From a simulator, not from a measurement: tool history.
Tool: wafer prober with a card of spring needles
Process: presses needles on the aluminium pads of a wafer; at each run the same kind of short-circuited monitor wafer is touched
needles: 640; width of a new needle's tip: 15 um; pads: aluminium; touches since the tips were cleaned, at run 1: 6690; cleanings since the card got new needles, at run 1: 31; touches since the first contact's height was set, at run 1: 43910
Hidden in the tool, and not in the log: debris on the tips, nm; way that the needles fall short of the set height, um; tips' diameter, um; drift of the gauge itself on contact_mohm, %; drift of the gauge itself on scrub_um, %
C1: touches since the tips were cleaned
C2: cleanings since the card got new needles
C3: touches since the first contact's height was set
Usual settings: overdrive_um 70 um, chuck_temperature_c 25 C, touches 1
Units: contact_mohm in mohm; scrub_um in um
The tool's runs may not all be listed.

Run 1, hour 0: usual settings; C1 6690; C2 31; C3 43910. Result: contact_mohm 234 mohm, scrub_um 12.38 um.
At hour 4.9: tips cleaned on abrasive film.
Run 2, hour 14.2: usual settings; C1 4752; C2 32; C3 51147. Result: contact_mohm 248 mohm, scrub_um 12.41 um.
At hour 22.9: tips cleaned on abrasive film.
Run 3, hour 28.1: usual settings; C1 2664; C2 33; C3 58226. Result: contact_mohm 221 mohm, scrub_um 12.41 um.
At hour 40.5: tips cleaned on abrasive film.
Run 4, hour 40.5: usual settings; C1 0; C2 34; C3 64554. Result: contact_mohm 189 mohm, scrub_um 12.39 um.
Run 5, hour 48.3: usual settings; C1 4014; C2 34; C3 68568. Result: contact_mohm 228 mohm, scrub_um 12.4 um.
At hour 58.6: tips cleaned on abrasive film.
Run 6, hour 65.1: usual settings; C1 3345; C2 35; C3 77155. Result: contact_mohm 223 mohm, scrub_um 12.36 um.
At hour 76.4: tips cleaned on abrasive film.
Run 7, hour 80.9: usual settings; C1 2338; C2 36; C3 85251. Result: contact_mohm 214 mohm, scrub_um 12.4 um.
At hour 88.2: tips cleaned on abrasive film, once more.
Run 8, hour 89.8: usual settings; C1 799; C2 37; C3 89753. Result: contact_mohm 201 mohm, scrub_um 12.37 um.
Run 9, hour 103: usual settings but chuck_temperature_c 94 C; C1 7568; C2 37; C3 96522. Result: contact_mohm 252 mohm, scrub_um 12.36 um.
At hour 105.9: tips cleaned on abrasive film.
Run 10, hour 115.5: usual settings but touches 3; C1 4917; C2 38; C3 102917. Result: contact_mohm 203 mohm, scrub_um 12.35 um.
At hour 123.1: tips cleaned on abrasive film.
Run 11, hour 132.6: usual settings but touches 3; C1 4861; C2 39; C3 111641. Result: contact_mohm 202 mohm, scrub_um 12.36 um.
At hour 140.5: tips cleaned on abrasive film.
Run 12, hour 143: usual settings but overdrive_um 74 um; C1 1323; C2 40; C3 116961. Result: contact_mohm 207 mohm, scrub_um 13.09 um.
Run 13, hour 153.3: usual settings but overdrive_um 74 um; C1 6619; C2 40; C3 122257. Result: contact_mohm 231 mohm, scrub_um 13.05 um.
At hour 157.7: tips cleaned on abrasive film.
Run 14, hour 169: usual settings but overdrive_um 74 um; C1 5787; C2 41; C3 130249. Result: contact_mohm 228 mohm, scrub_um 13.04 um.
At hour 175: tips cleaned on abrasive film.
Run 15, hour 180.2: usual settings but overdrive_um 74 um; C1 2630; C2 42; C3 135940. Result: contact_mohm 215 mohm, scrub_um 13.04 um.
At hour 182.8: height of the first contact set anew.
At hour 193.1: tips cleaned on abrasive film.
Run 16, hour 193.4: usual settings but touches 2; C1 166; C2 43; C3 5415. Result: contact_mohm 192 mohm, scrub_um 12.48 um.
Run 17, hour 208: usual settings but touches 2; C1 7639; C2 43; C3 12888. Result: contact_mohm 216 mohm, scrub_um 12.45 um.
At hour 210.9: tips cleaned on abrasive film.
Run 18, hour 221.7: usual settings but chuck_temperature_c 51 C; C1 5580; C2 44; C3 19889. Result: contact_mohm 239 mohm, scrub_um 12.45 um.
At hour 228.3: tips cleaned on abrasive film.
Run 19, hour 229.6: usual settings but overdrive_um 78 um, chuck_temperature_c 59 C, touches 2; C1 709; C2 45; C3 23917. Result: contact_mohm 198 mohm, scrub_um 13.84 um.
Run 20, hour 241.1: usual settings but overdrive_um 69 um, chuck_temperature_c 41 C; C1 6573; C2 45; C3 29781. Result: contact_mohm 241 mohm, scrub_um 12.27 um.
At hour 246.7: tips cleaned on abrasive film.
Run 21, hour 257.7: usual settings but overdrive_um 83 um; C1 5659; C2 46; C3 38270. Result: contact_mohm 224 mohm, scrub_um 14.75 um.
At hour 264.3: tips cleaned on abrasive film.
Run 22, hour 267.2: usual settings but overdrive_um 83 um; C1 1508; C2 47; C3 43139. Result: contact_mohm 199 mohm, scrub_um 14.75 um.
Run 23, hour 274.8: usual settings but overdrive_um 83 um; C1 5367; C2 47; C3 46998. Result: contact_mohm 219 mohm, scrub_um 14.74 um.
At hour 282.1: tips cleaned on abrasive film.
Run 24, hour 283.3: usual settings but overdrive_um 62 um, chuck_temperature_c 68 C; C1 627; C2 48; C3 51355. Result: contact_mohm 212 mohm, scrub_um 11 um.
Run 25, hour 295.3: usual settings but overdrive_um 54 um, chuck_temperature_c 29 C, touches 2; C1 6765; C2 48; C3 57493. Result: contact_mohm 238 mohm, scrub_um 9.57 um.
At hour 299.8: tips cleaned on abrasive film.
Run 26, hour 312.3: usual settings but overdrive_um 87 um, chuck_temperature_c 73 C; C1 6408; C2 49; C3 66193. Result: contact_mohm 224 mohm, scrub_um 15.45 um.
At hour 317.4: tips cleaned on abrasive film.
Run 27, hour 325.6: usual settings but overdrive_um 87 um, chuck_temperature_c 73 C; C1 4238; C2 50; C3 72978. Result: contact_mohm 223 mohm, scrub_um 15.45 um.
At hour 335: tips cleaned on abrasive film.
Run 28, hour 340.6: usual settings but overdrive_um 90 um, chuck_temperature_c 36 C, touches 2; C1 2897; C2 51; C3 80650. Result: contact_mohm 199 mohm, scrub_um 15.96 um.
Run 29, hour 348.4: usual settings but overdrive_um 64 um, chuck_temperature_c 44 C; C1 6912; C2 51; C3 84665. Result: contact_mohm 255 mohm, scrub_um 11.31 um.
At hour 352.8: tips cleaned on abrasive film.
Run 30, hour 361.4: usual settings but overdrive_um 64 um, chuck_temperature_c 44 C; C1 4414; C2 52; C3 91290. Result: contact_mohm 242 mohm, scrub_um 11.32 um.
At hour 370.2: tips cleaned on abrasive film.
Run 31, hour 375.1: usual settings but overdrive_um 64 um, chuck_temperature_c 44 C; C1 2553; C2 53; C3 98284. Result: contact_mohm 228 mohm, scrub_um 11.29 um.
At hour 387.8: tips cleaned on abrasive film.
Run 32, hour 390.1: usual settings but overdrive_um 50 um; C1 1185; C2 54; C3 105925. Result: contact_mohm 229 mohm, scrub_um 8.77 um.

Some steps in contact_mohm between neighbouring runs. How much of each would the tool show without its hidden state too (settings, what came in, random variation), and how much is left for the hidden state, with any gauge scatter that isn't in both results?
Run 8 -> 9: chuck_temperature_c 25 -> 94. contact_mohm +51 mohm: hidden state +37, all else +14.
Run 9 -> 10: chuck_temperature_c 94 -> 25, touches 1 -> 3, tips cleaned on abrasive film. contact_mohm -49 mohm: hidden state -35, all else -14.
Run 18 -> 19: overdrive_um 70 -> 78, chuck_temperature_c 51 -> 59, touches 1 -> 2, tips cleaned on abrasive film. contact_mohm -41 mohm: hidden state -43, all else +2.
Run 19 -> 20: overdrive_um 78 -> 69, chuck_temperature_c 59 -> 41, touches 2 -> 1. contact_mohm +43 mohm: hidden state +48, all else -5.
Run 28 -> 29: overdrive_um 90 -> 64, chuck_temperature_c 36 -> 44, touches 2 -> 1. contact_mohm +56 mohm: hidden state +51, all else +5.
